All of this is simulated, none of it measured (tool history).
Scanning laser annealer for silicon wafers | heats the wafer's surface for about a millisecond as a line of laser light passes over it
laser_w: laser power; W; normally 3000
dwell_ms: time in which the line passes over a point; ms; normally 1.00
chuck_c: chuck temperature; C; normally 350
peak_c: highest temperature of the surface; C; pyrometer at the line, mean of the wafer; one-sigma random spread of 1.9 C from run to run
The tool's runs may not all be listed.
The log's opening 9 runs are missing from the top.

run   hour  laser_w  dwell_ms  chuck_c  peak_c
 10  309.7     3000      1.00      350    1071
 11  344.6     3000      1.00      350    1076
 12  373.4     3073      1.00      350    1092
 13  414.2     3073      1.00      350    1088
 14  454.5     2889      1.00      350    1041
 15  499.9     2889      1.00      350    1037
 16  539.3     2889      1.00      350    1039
 17  560.4     2889      1.00      350    1037
 18  600.5     2889      1.00      350    1035
 19  627.4     2889      1.00      350    1032
 20  665.0     2889      1.00      350    1030
 21  697.1     3000      1.00      326    1032
 22  734.5     2741      1.17      369    1055
 23  772.3     3000      1.00      345    1047
 24  807.7     3000      1.03      350    1057
     835.0  -- window over the wafer cleaned
 25  841.9     3000      1.15      321    1096

Expected results for the next run?
 26  878.1     3247      1.15      378       ?

peak_c: 1216 C
With the hidden condition absent and the run-to-run variation left alone, this run would have shown peak_c 1225 C.
